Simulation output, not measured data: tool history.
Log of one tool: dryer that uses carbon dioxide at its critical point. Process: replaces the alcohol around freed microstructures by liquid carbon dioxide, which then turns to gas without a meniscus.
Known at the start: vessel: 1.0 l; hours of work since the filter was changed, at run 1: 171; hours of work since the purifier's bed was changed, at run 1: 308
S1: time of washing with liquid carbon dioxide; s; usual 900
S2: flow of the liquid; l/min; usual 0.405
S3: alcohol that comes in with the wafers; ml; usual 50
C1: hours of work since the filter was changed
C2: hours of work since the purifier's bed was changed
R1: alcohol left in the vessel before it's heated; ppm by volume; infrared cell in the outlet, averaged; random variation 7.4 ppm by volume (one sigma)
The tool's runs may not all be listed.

run     day    S1     S2   S3   C1   C2    R1
  1       0   900  0.405   50  171  308   567
  2   1.404   900  0.405   50  183  320   573
  3   2.062   900  0.405   50  189  326   574
  4   3.362   900  0.405   50  200  337   608
  5   4.738   780  0.405   50  212  348  1030
  6   5.375   780  0.405   50  217  354  1045
  7   6.725   900  0.405   50  228  365   611
  8   7.512   900  0.405   42  235  372   528
  9   8.133   900  0.405   40  240  377   503
 10    8.75   960  0.471   59  246  383   290
 11   9.642   960  0.566   59  253  390   143
 12  11.033   720  0.566   54  265  402   446
 13  12.092   720  0.566   54  274  411   434
 14  12.908  1020  0.566  112  281  418   174
 15  13.854  1080  0.301   81  289  426  1645
 16  14.938   900  0.356   79  298  435  1691
 17  15.708   900  0.356   79  305  442  1741

Forecast each of these 4 alternatives for the next run:
  A  16.871   900  0.266  79  315  452   ?
  B  16.871  1080  0.558  27  315  452   ?
  C  16.871   900  0.518  49  315  452   ?
  D  16.871   720  0.303  96  315  452   ?

run    R1
  A  4598
  B   116
  C   266
  D  7159
Without the tool's hidden state the same runs would have given:
run    R1
  A  3184
  B    15
  C    89
  D  5151
